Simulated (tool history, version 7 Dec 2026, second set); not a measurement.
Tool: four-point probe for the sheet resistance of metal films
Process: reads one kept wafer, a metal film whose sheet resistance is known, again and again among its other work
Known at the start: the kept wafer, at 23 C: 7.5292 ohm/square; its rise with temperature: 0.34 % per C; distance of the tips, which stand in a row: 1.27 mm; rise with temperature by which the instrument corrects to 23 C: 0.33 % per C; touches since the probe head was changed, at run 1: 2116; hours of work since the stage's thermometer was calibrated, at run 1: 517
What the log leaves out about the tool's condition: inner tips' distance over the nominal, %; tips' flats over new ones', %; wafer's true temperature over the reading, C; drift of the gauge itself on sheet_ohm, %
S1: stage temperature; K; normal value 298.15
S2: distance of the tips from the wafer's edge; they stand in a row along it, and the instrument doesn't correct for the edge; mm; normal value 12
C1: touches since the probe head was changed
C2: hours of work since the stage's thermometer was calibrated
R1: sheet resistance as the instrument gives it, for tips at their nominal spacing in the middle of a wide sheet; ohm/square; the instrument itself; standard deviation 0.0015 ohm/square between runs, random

| run | hour | S1 | S2 | C1 | C2 | R1 |
|---|---|---|---|---|---|---|
| 1 | 0.0 | 298.15 | 12 | 2116 | 517 | 7.635046 |
| 2 | 55.9 | 298.15 | 12 | 4157 | 546 | 7.636693 |
| 3 | 111.8 | 297.15 | 12 | 6196 | 575 | 7.637634 |
| 4 | 154.8 | 297.15 | 12 | 7767 | 598 | 7.637442 |
| 5 | 191.2 | 298.15 | 7 | 9095 | 617 | 7.726714 |
| 6 | 249.0 | 298.15 | 12 | 11205 | 647 | 7.638716 |
| 7 | 294.7 | 292.15 | 40 | 12872 | 671 | 7.595975 |
| 8 | 333.0 | 297.15 | 6 | 14269 | 691 | 7.774457 |
| 9 | 381.9 | 301.15 | 6 | 16056 | 716 | 7.777942 |
| 10 | 412.5 | 305.15 | 33 | 17171 | 732 | 7.606991 |
| 11 | 460.9 | 305.15 | 33 | 18937 | 758 | 7.606336 |

Predict each of these 5 candidate next runs independently; none follows another, all start after run 11:
| A | 488.4 | 293.15 | 52 | 19944 | 772 | ? |
| B | 488.4 | 297.15 | 7 | 19944 | 772 | ? |
| C | 488.4 | 304.15 | 30 | 19944 | 772 | ? |
| D | 488.4 | 306.15 | 19 | 19944 | 772 | ? |
| E | 488.4 | 300.15 | 12 | 19944 | 772 | ? |

| run | R1 |
|---|---|
| A | 7.599255 |
| B | 7.729656 |
| C | 7.608564 |
| D | 7.620880 |
| E | 7.646599 |
With the hidden condition removed and each run's random variation left untouched, the same runs would have given:
| run | R1 |
|---|---|
| A | 7.531261 |
| B | 7.660659 |
| C | 7.540698 |
| D | 7.552948 |
| E | 7.578344 |
